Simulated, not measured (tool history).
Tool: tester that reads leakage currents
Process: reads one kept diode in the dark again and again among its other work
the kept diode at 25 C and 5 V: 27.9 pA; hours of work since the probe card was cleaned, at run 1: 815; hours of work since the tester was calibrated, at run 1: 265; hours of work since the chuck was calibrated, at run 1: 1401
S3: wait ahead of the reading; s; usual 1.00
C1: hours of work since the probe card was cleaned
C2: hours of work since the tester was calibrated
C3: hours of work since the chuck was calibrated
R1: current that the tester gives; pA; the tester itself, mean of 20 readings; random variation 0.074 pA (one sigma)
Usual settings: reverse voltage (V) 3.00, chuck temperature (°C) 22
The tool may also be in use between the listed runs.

run 1 day=0.000 | reverse_voltage_(V)=3.00 chuck_temperature_(°C)=22 S3=1.00 | C1=815 C2=265 C3=1401 | R1=18.28
run 2 day=0.958 | reverse_voltage_(V)=5.82 chuck_temperature_(°C)=22 S3=1.00 | C1=832 C2=282 C3=1418 | R1=25.46
run 3 day=1.662 | reverse_voltage_(V)=3.00 chuck_temperature_(°C)=41 S3=1.00 | C1=844 C2=295 C3=1431 | R1=69.57
run 4 day=2.725 | reverse_voltage_(V)=3.00 chuck_temperature_(°C)=22 S3=9.92 | C1=863 C2=314 C3=1450 | R1=18.12
run 5 day=3.425 | reverse_voltage_(V)=3.00 chuck_temperature_(°C)=22 S3=9.92 | C1=876 C2=327 C3=1462 | R1=18.28
run 6 day=4.225 | reverse_voltage_(V)=3.00 chuck_temperature_(°C)=22 S3=9.92 | C1=890 C2=341 C3=1477 | R1=18.13
run 7 day=5.021 | reverse_voltage_(V)=3.00 chuck_temperature_(°C)=22 S3=9.92 | C1=904 C2=355 C3=1491 | R1=18.25
run 8 day=5.792 | reverse_voltage_(V)=3.92 chuck_temperature_(°C)=22 S3=1.00 | C1=918 C2=369 C3=1505 | R1=21.05
run 9 day=6.542 | reverse_voltage_(V)=3.00 chuck_temperature_(°C)=37 S3=1.00 | C1=932 C2=383 C3=1518 | R1=52.84
run 10 day=7.554 | reverse_voltage_(V)=3.00 chuck_temperature_(°C)=37 S3=1.00 | C1=950 C2=401 C3=1536 | R1=52.97
run 11 day=8.762 | reverse_voltage_(V)=3.00 chuck_temperature_(°C)=22 S3=1.00 | C1=971 C2=422 C3=1558 | R1=18.43
run 12 day=9.967 | reverse_voltage_(V)=3.00 chuck_temperature_(°C)=29 S3=1.00 | C1=993 C2=444 C3=1580 | R1=30.30
run 13 day=10.975 | reverse_voltage_(V)=3.00 chuck_temperature_(°C)=22 S3=2.96 | C1=1011 C2=462 C3=1598 | R1=18.38
run 14 day=11.679 | reverse_voltage_(V)=4.52 chuck_temperature_(°C)=22 S3=1.00 | C1=1024 C2=475 C3=1610 | R1=22.55
run 15 day=12.458 | reverse_voltage_(V)=3.00 chuck_temperature_(°C)=38 S3=4.45 | C1=1038 C2=489 C3=1624 | R1=56.54
run 16 day=13.529 | reverse_voltage_(V)=3.29 chuck_temperature_(°C)=48 S3=2.63 | C1=1057 C2=508 C3=1643 | R1=116.23
run 17 day=14.058 | reverse_voltage_(V)=3.29 chuck_temperature_(°C)=33 S3=2.63 | C1=1066 C2=517 C3=1653 | R1=41.32
-- day=15.154 chuck's temperature calibrated
run 18 day=15.200 | reverse_voltage_(V)=9.93 chuck_temperature_(°C)=35 S3=2.63 | C1=1085 C2=536 C3=1 | R1=87.37
run 19 day=16.379 | reverse_voltage_(V)=3.00 chuck_temperature_(°C)=43 S3=2.65 | C1=1106 C2=557 C3=22 | R1=86.64
run 20 day=17.175 | reverse_voltage_(V)=11.93 chuck_temperature_(°C)=46 S3=0.32 | C1=1121 C2=571 C3=36 | R1=198.29
run 21 day=18.271 | reverse_voltage_(V)=11.93 chuck_temperature_(°C)=46 S3=0.32 | C1=1140 C2=591 C3=56 | R1=198.91
run 22 day=19.246 | reverse_voltage_(V)=11.93 chuck_temperature_(°C)=46 S3=0.32 | C1=1158 C2=609 C3=73 | R1=198.34
run 23 day=19.796 | reverse_voltage_(V)=3.00 chuck_temperature_(°C)=22 S3=0.34 | C1=1168 C2=618 C3=83 | R1=20.68
run 24 day=20.746 | reverse_voltage_(V)=7.86 chuck_temperature_(°C)=22 S3=0.77 | C1=1185 C2=635 C3=100 | R1=33.82
run 25 day=21.688 | reverse_voltage_(V)=9.06 chuck_temperature_(°C)=23 S3=0.32 | C1=1202 C2=652 C3=117 | R1=40.14
run 26 day=22.583 | reverse_voltage_(V)=19.27 chuck_temperature_(°C)=49 S3=0.30 | C1=1218 C2=668 C3=133 | R1=296.95
run 27 day=23.438 | reverse_voltage_(V)=6.32 chuck_temperature_(°C)=58 S3=2.25 | C1=1233 C2=684 C3=148 | R1=314.61
run 28 day=24.071 | reverse_voltage_(V)=6.32 chuck_temperature_(°C)=58 S3=2.25 | C1=1244 C2=695 C3=160 | R1=316.17

Forecast each of these 3 alternatives for the next run:
run A day=24.679 | reverse_voltage_(V)=18.85 chuck_temperature_(°C)=28 S3=2.25 | C1=1255 C2=706 C3=171 | R1=?
run B day=24.679 | reverse_voltage_(V)=1.24 chuck_temperature_(°C)=53 S3=2.25 | C1=1255 C2=706 C3=171 | R1=?
run C day=24.679 | reverse_voltage_(V)=6.32 chuck_temperature_(°C)=58 S3=0.39 | C1=1255 C2=706 C3=171 | R1=?

run=A R1=78.49
run=B R1=113.73
run=C R1=317.16
Without the tool's hidden state the same runs would have given:
run=A R1=62.70
run=B R1=113.93
run=C R1=315.08
